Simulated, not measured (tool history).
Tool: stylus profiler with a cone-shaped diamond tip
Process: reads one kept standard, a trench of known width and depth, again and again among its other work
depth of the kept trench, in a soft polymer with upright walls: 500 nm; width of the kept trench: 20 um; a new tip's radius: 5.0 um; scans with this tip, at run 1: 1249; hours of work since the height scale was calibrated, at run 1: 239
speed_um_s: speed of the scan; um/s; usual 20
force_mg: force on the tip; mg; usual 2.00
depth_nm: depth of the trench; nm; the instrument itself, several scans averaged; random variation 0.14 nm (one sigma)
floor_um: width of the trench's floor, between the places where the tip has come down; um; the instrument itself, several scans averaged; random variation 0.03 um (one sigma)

run	hour	speed_um_s	force_mg	scans with this tip	hours of work since the height scale was calibrated	depth_nm	floor_um
1	0.0	20	2.00	1249	239	504.13	15.31
2	12.4	20	2.00	1278	244	504.31	15.32
3	31.8	20	1.62	1322	253	503.29	15.25
4	40.4	11	2.00	1342	256	504.16	15.33
5	59.1	11	2.00	1384	265	504.28	15.33
6	75.7	11	2.00	1422	272	504.09	15.32
7	92.1	20	3.63	1460	279	506.41	15.32
8	100.7	70	1.30	1479	283	502.67	14.83
9	111.7	37	2.25	1505	287	504.47	15.19
10	120.4	37	2.25	1524	291	504.61	15.20
11	138.9	37	2.25	1567	299	504.27	15.16
12	153.5	47	3.77	1600	306	506.15	15.20

The next listed run, before its measurement:
13	170.5	20	1.08	1639	313	?	?

depth_nm: 502.62 nm
floor_um: 15.19 um
Without the tool's hidden state the same run would have given depth_nm 502.98 nm, floor_um 15.43 um.
